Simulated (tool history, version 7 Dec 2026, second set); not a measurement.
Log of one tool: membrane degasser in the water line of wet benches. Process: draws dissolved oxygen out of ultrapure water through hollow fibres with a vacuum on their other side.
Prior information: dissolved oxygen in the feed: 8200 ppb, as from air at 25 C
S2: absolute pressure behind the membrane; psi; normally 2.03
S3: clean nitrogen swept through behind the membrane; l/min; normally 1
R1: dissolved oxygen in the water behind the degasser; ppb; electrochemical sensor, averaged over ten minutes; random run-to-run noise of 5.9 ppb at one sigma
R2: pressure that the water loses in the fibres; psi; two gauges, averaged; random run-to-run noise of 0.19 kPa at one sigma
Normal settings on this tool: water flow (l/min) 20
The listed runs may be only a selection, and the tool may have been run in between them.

run 1 hour=0 | water_flow_(l/min)=20 S2=2.03 S3=1 | R1=636.9 R2=6.324
run 2 hour=144.7 | water_flow_(l/min)=20 S2=2.03 S3=1 | R1=643.2 R2=6.312
run 3 hour=360.5 | water_flow_(l/min)=20 S2=2.03 S3=1.19 | R1=583.4 R2=6.267
run 4 hour=692.9 | water_flow_(l/min)=20 S2=2.03 S3=1.19 | R1=586.2 R2=6.337
run 5 hour=996.8 | water_flow_(l/min)=20 S2=2.03 S3=1.19 | R1=585.8 R2=6.37
run 6 hour=1196.3 | water_flow_(l/min)=20 S2=2.03 S3=1.19 | R1=579.5 R2=6.428
run 7 hour=1508.5 | water_flow_(l/min)=14 S2=2.03 S3=1 | R1=427.3 R2=4.456
run 8 hour=1726.6 | water_flow_(l/min)=20 S2=2.03 S3=1.82 | R1=470.6 R2=6.383
run 9 hour=2032.7 | water_flow_(l/min)=20 S2=2.03 S3=1 | R1=646.1 R2=6.373
run 10 hour=2216.1 | water_flow_(l/min)=20 S2=2.03 S3=1 | R1=636.7 R2=6.437
run 11 hour=2394.6 | water_flow_(l/min)=20 S2=2.03 S3=1 | R1=648.3 R2=6.392
run 12 hour=2586.7 | water_flow_(l/min)=20 S2=2.03 S3=1 | R1=639.2 R2=6.411
run 13 hour=2764.3 | water_flow_(l/min)=12 S2=2.03 S3=1 | R1=358.8 R2=3.865
run 14 hour=2975.1 | water_flow_(l/min)=20 S2=2.03 S3=1 | R1=644.1 R2=6.416
run 15 hour=3249.1 | water_flow_(l/min)=30 S2=2.03 S3=1 | R1=1027.9 R2=9.664
run 16 hour=3538 | water_flow_(l/min)=17 S2=2.03 S3=1 | R1=550.1 R2=5.466
run 17 hour=3849 | water_flow_(l/min)=17 S2=2.03 S3=1 | R1=542.1 R2=5.507
run 18 hour=4089.6 | water_flow_(l/min)=26 S2=2.03 S3=0.41 | R1=1357.9 R2=8.453
run 19 hour=4338 | water_flow_(l/min)=17 S2=2.03 S3=2.2 | R1=343.9 R2=5.594
run 20 hour=4628.8 | water_flow_(l/min)=17 S2=2.03 S3=2.2 | R1=350.7 R2=5.52
run 21 hour=4801.2 | water_flow_(l/min)=28 S2=2.03 S3=1.53 | R1=783.8 R2=9.127
run 22 hour=5016.6 | water_flow_(l/min)=20 S2=4.61 S3=2 | R1=810.5 R2=6.511
run 23 hour=5296.8 | water_flow_(l/min)=20 S2=1.54 S3=0.47 | R1=776.7 R2=6.55
run 24 hour=5493.7 | water_flow_(l/min)=20 S2=1.54 S3=2.39 | R1=358.3 R2=6.548
run 25 hour=5790.5 | water_flow_(l/min)=20 S2=1.54 S3=2.39 | R1=359.5 R2=6.586
run 26 hour=6030.2 | water_flow_(l/min)=20 S2=1.54 S3=1 | R1=534.2 R2=6.608
run 27 hour=6371.2 | water_flow_(l/min)=23 S2=4.64 S3=1.29 | R1=1258 R2=7.535

Taken out of this log: 2 entries between the listed runs. Where each belongs, and how the hidden state differs across it:
From run 9 to run 10: seals of the vacuum lines changed (hour 2103.2)
  membrane still open, %: 91.9 -> 91.8; air that leaks in behind the membrane, l/min: 0.0127 -> 0.0019
  measured less the result without the state, R1: +58.3 -> +54.6 ppb; R2: +0.515 -> +0.524 psi
From run 11 to run 12: vacuum gauge calibrated (hour 2579.6)
  membrane still open, %: 91.7 -> 91.6; true pressure behind the membrane over the reading, kPa: 0.11 -> 0.02; air that leaks in behind the membrane, l/min: 0.002 -> 0.0022
  measured less the result without the state, R1: +56.4 -> +53.3 ppb; R2: +0.529 -> +0.537 psi
